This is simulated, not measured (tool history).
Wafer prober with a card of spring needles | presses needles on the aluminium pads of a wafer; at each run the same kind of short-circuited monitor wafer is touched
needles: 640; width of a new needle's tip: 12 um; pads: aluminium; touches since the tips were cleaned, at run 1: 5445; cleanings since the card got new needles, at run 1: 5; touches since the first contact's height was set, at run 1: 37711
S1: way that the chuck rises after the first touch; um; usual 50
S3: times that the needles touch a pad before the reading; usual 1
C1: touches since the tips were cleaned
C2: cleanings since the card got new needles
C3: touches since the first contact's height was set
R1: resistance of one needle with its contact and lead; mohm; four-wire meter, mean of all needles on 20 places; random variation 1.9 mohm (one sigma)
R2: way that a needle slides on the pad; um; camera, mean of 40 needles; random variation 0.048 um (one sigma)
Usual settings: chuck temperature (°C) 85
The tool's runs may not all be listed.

Run 1, hour 0.0: usual settings; C1 5445; C2 5; C3 37711. Result: R1 373 mohm, R2 8.74 um.
At hour 3.4: tips cleaned on abrasive film.
At hour 17.9: tips cleaned on abrasive film.
At hour 32.5: tips cleaned on abrasive film.
Run 2, hour 33.4: usual settings; C1 367; C2 8; C3 51369. Result: R1 234 mohm, R2 8.62 um.
At hour 46.4: tips cleaned on abrasive film.
At hour 61.5: tips cleaned on abrasive film.
Run 3, hour 73.2: usual settings but S3 2; C1 4841; C2 10; C3 67678. Result: R1 304 mohm, R2 8.63 um.
At hour 75.9: tips cleaned on abrasive film.
At hour 90.7: tips cleaned on abrasive film.
At hour 106.2: tips cleaned on abrasive film.
Run 4, hour 108.8: usual settings but chuck temperature (°C) 57, S3 2; C1 1041; C2 13; C3 82216. Result: R1 241 mohm, R2 8.63 um.
At hour 122.2: tips cleaned on abrasive film.
Run 5, hour 131.1: usual settings but chuck temperature (°C) 57, S3 2; C1 3686; C2 14; C3 91387. Result: R1 290 mohm, R2 8.61 um.
At hour 137.2: tips cleaned on abrasive film.
At hour 153.2: tips cleaned on abrasive film.
At hour 169.0: tips cleaned on abrasive film.
Run 6, hour 181.5: usual settings but chuck temperature (°C) 57; C1 5144; C2 17; C3 112033. Result: R1 395 mohm, R2 8.61 um.
At hour 184.9: tips cleaned on abrasive film.
At hour 201.2: tips cleaned on abrasive film.
At hour 216.6: tips cleaned on abrasive film.
Run 7, hour 216.9: usual settings but chuck temperature (°C) 57; C1 130; C2 20; C3 126491. Result: R1 217 mohm, R2 8.51 um.
At hour 232.5: tips cleaned on abrasive film.
Run 8, hour 237.9: usual settings; C1 2214; C2 21; C3 135115. Result: R1 313 mohm, R2 8.54 um.
At hour 247.3: tips cleaned on abrasive film.
At hour 263.4: tips cleaned on abrasive film.
Run 9, hour 264.8: usual settings; C1 569; C2 23; C3 146124. Result: R1 251 mohm, R2 8.40 um.
At hour 277.7: tips cleaned on abrasive film.
At hour 293.2: tips cleaned on abrasive film.
Run 10, hour 301.0: usual settings; C1 3209; C2 25; C3 160955. Result: R1 358 mohm, R2 8.44 um.
At hour 307.6: tips cleaned on abrasive film.
At hour 322.0: tips cleaned on abrasive film.
Run 11, hour 332.9: usual settings; C1 4493; C2 27; C3 174014. Result: R1 378 mohm, R2 8.37 um.
At hour 336.0: tips cleaned on abrasive film.
At hour 338.5: height of the first contact set anew.
At hour 351.6: tips cleaned on abrasive film.
At hour 366.9: tips cleaned on abrasive film.
Run 12, hour 377.4: usual settings but S1 37 um; C1 4352; C2 30; C3 15947. Result: R1 494 mohm, R2 6.49 um.
At hour 380.7: tips cleaned on abrasive film.
At hour 395.7: tips cleaned on abrasive film.
At hour 412.0: tips cleaned on abrasive film.
Run 13, hour 413.2: usual settings but S1 34 um, chuck temperature (°C) 57, S3 2; C1 498; C2 33; C3 30575. Result: R1 259 mohm, R2 5.88 um.
At hour 428.3: tips cleaned on abrasive film.
At hour 442.5: tips cleaned on abrasive film.
At hour 458.0: tips cleaned on abrasive film.
Run 14, hour 460.5: usual settings but chuck temperature (°C) 47, S3 2; C1 1023; C2 36; C3 49940. Result: R1 239 mohm, R2 8.71 um.
At hour 473.8: tips cleaned on abrasive film.
At hour 488.0: tips cleaned on abrasive film.
Run 15, hour 489.2: usual settings but S1 60 um, chuck temperature (°C) 123; C1 493; C2 38; C3 61691. Result: R1 241 mohm, R2 10.32 um.
At hour 502.5: tips cleaned on abrasive film.
At hour 517.2: tips cleaned on abrasive film.
Run 16, hour 518.1: usual settings but S1 49 um, chuck temperature (°C) 118; C1 391; C2 40; C3 73524. Result: R1 261 mohm, R2 8.48 um.
At hour 530.7: tips cleaned on abrasive film.
At hour 544.6: tips cleaned on abrasive film.
Run 17, hour 544.6: usual settings but S1 37 um, chuck temperature (°C) 42; C1 0; C2 42; C3 84382. Result: R1 237 mohm, R2 6.32 um.
At hour 560.3: tips cleaned on abrasive film.
At hour 575.5: tips cleaned on abrasive film.
Run 18, hour 575.8: usual settings but chuck temperature (°C) 113, S3 2; C1 101; C2 44; C3 97122. Result: R1 224 mohm, R2 8.64 um.
At hour 591.2: tips cleaned on abrasive film.
At hour 605.7: tips cleaned on abrasive film.
Run 19, hour 612.5: usual settings but chuck temperature (°C) 113, S3 2; C1 2801; C2 46; C3 112198. Result: R1 289 mohm, R2 8.53 um.
At hour 622.3: tips cleaned on abrasive film.
At hour 637.4: tips cleaned on abrasive film.
At hour 651.4: tips cleaned on abrasive film.
Run 20, hour 651.4: usual settings but S1 32 um, chuck temperature (°C) 70; C1 0; C2 49; C3 128088. Result: R1 265 mohm, R2 5.35 um.

Measured less the same run without the tool's hidden state. The same run-to-run variation is in both; the gauge's scatter may not be:
The hidden state here: debris on the tips, nm; way that the needles fall short of the set height, um; tips' diameter, um; drift of the gauge itself on contact_mohm, %; drift of the gauge itself on scrub_um, %.
run    R1     R2
  1  +172  -0.07
  2   +33  -0.12
  3  +101  -0.15
  4   +48  -0.19
  5   +96  -0.21
  6  +199  -0.25
  7   +24  -0.29
  8  +112  -0.31
  9   +52  -0.35
 10  +156  -0.36
 11  +180  -0.40
 12  +289  -0.03
 13   +56  -0.08
 14   +49  -0.12
 15   +35  -0.15
 16   +48  -0.18
 17   +41  -0.21
 18   +20  -0.24
 19   +87  -0.27
 20   +57  -0.32

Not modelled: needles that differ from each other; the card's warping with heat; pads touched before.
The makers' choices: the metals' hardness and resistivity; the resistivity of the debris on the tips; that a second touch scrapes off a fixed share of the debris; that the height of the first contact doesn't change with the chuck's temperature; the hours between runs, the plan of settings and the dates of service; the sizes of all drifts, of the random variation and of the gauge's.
